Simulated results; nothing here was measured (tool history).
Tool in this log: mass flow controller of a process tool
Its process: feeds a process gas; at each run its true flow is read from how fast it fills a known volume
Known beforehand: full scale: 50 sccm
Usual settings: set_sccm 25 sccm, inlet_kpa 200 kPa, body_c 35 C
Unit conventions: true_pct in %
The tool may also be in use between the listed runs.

run	hour	set_sccm	inlet_kpa	body_c	true_pct
1	0	25	200	35	100.38
2	43.4	16	200	35	100.29
3	126.6	16	200	35	100.35
4	204.8	16	200	25	99.68
5	262.8	5	200	35	100.22
6	310.7	5	200	35	100.07
7	358	5	200	35	100.23
8	428.4	5	249	35	100.3
9	498.2	5	249	35	100.28
10	568.9	5	249	35	100.25
11	666.5	9	249	35	100.08
12	723.8	25	159	36	100.13
13	817.3	10	210	35	100.09
14	857.7	8	200	39	100.12
15	929	8	200	39	100.26
16	1021.8	8	200	39	100.13
17	1106.3	8	200	39	100.09

What will run 18 give?
18	1150.6	8	200	32	?

Run 18 yielded true_pct 99.78 %.
If the tool had no hidden condition, the same run with the same run-to-run variation would have returned true_pct 100.17 %.
